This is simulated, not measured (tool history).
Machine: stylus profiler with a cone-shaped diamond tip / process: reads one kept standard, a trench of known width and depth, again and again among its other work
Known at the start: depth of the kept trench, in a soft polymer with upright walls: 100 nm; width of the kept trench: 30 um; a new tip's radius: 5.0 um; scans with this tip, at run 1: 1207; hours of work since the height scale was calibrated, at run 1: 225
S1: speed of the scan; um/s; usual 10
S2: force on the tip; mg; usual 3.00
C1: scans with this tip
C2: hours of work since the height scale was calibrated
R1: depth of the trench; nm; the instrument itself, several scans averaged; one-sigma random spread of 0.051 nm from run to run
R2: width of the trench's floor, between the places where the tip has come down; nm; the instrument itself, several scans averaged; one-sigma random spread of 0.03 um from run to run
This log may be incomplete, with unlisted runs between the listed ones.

run,hour,S1,S2,C1,C2,R1,R2
1,0.0,10,3.00,1207,225,101.38,27890
2,15.5,10,3.00,1248,233,101.46,27930
3,29.3,10,3.00,1284,239,101.36,27940
4,45.7,10,3.65,1327,248,101.58,27930
5,61.9,10,3.65,1370,255,101.56,27940
6,73.0,10,3.65,1399,261,101.59,27980
7,85.5,10,2.61,1432,267,101.20,27930
8,95.0,10,2.61,1457,272,101.21,27970
9,110.8,10,2.61,1499,279,101.25,27880
10,127.9,10,2.61,1544,288,101.24,27910
# hour 129.7: height scale calibrated on a step standard
11,142.3,5,1.52,1581,6,100.75,27920
12,152.9,6,7.35,1609,11,102.48,28000
# hour 159.1: height scale calibrated on a step standard, once more
13,167.6,4,4.67,1646,4,101.89,27950
14,183.6,10,1.72,1688,12,100.99,27900
15,197.0,10,1.72,1723,19,100.95,27870
16,210.8,10,1.58,1760,25,100.92,27940
17,227.6,34,2.16,1804,34,101.10,27790

Forecast each of these 3 alternatives for the next run:
A,243.9,3,1.14,1847,42,?,?
B,243.9,13,4.38,1847,42,?,?
C,243.9,10,1.82,1847,42,?,?

run,R1,R2
A,100.74,27930
B,101.91,27850
C,101.02,27910
With the hidden condition removed and each run's random variation left untouched, the same runs would have given:
run,R1,R2
A,100.71,27990
B,101.88,27900
C,101.00,27960
